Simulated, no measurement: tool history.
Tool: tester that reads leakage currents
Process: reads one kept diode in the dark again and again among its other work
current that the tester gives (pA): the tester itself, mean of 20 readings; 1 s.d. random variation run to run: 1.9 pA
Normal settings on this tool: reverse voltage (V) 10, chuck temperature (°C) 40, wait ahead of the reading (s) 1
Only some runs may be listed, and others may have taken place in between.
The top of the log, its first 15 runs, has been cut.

| run | day | reverse voltage (V) | chuck temperature (°C) | wait ahead of the reading (s) | hours of work since the probe card was cleaned | hours of work since the tester was calibrated | hours of work since the chuck was calibrated | current that the tester gives (pA) |
|---|---|---|---|---|---|---|---|---|
| 16 | 46.946 | 10 | 40 | 1 | 2769 | 2963 | 238 | 632.23 |
| 17 | 51.554 | 10 | 40 | 1 | 2838 | 3033 | 308 | 629.5 |
| 18 | 53.721 | 10 | 40 | 1 | 2871 | 3065 | 340 | 628.67 |
| 19 | 57.954 | 1.1 | 55 | 3.96 | 2935 | 3129 | 405 | 874.51 |
|  | 58.383 | probe card cleaned and baked |
| 20 | 62.088 | 10 | 21 | 7.07 | 56 | 3190 | 465 | 126.11 |
| 21 | 65.825 | 10 | 21 | 7.07 | 113 | 3247 | 522 | 125.81 |
| 22 | 68.729 | 3.9 | 22 | 7.07 | 157 | 3291 | 566 | 97.45 |
| 23 | 72.554 | 10.7 | 40 | 1.37 | 214 | 3349 | 624 | 616.17 |
| 24 | 74.679 | 10.7 | 22 | 1.33 | 247 | 3381 | 656 | 141.91 |
| 25 | 77.529 | 10.7 | 22 | 1.33 | 290 | 3424 | 699 | 140.75 |
| 26 | 81.912 | 10.7 | 22 | 1.33 | 356 | 3490 | 765 | 139.64 |
| 27 | 84.204 | 10.7 | 22 | 1.33 | 391 | 3525 | 800 | 138.59 |
|  | 86.5 | chuck's temperature calibrated |
| 28 | 87.871 | 1.2 | 26 | 2.21 | 445 | 3579 | 21 | 98.73 |
| 29 | 90.258 | 6.4 | 42 | 1 | 481 | 3615 | 57 | 638.13 |
| 30 | 93.375 | 6.4 | 42 | 1 | 528 | 3662 | 104 | 637.27 |
| 31 | 96.467 | 7.1 | 31 | 1 | 575 | 3709 | 151 | 275.18 |
| 32 | 99.008 | 16.1 | 46 | 5.71 | 614 | 3748 | 189 | 1169.95 |
| 33 | 102.825 | 12.6 | 40 | 1.29 | 671 | 3805 | 247 | 678.94 |

3 ways to go on from here, each from the tool as it stands after run 33. What would each give?
| A | 106.888 | 10 | 40 | 1 | 733 | 3867 | 309 | ? |
| B | 106.888 | 12.6 | 42 | 1.29 | 733 | 3867 | 309 | ? |
| C | 106.888 | 12.6 | 37 | 1.29 | 733 | 3867 | 309 | ? |

| run | current that the tester gives (pA) |
|---|---|
| A | 622.61 |
| B | 786.76 |
| C | 535.01 |
Take away the tool's hidden state, keep each run's random variation, and the runs would have read:
| run | current that the tester gives (pA) |
|---|---|
| A | 626.37 |
| B | 791.25 |
| C | 537.6 |
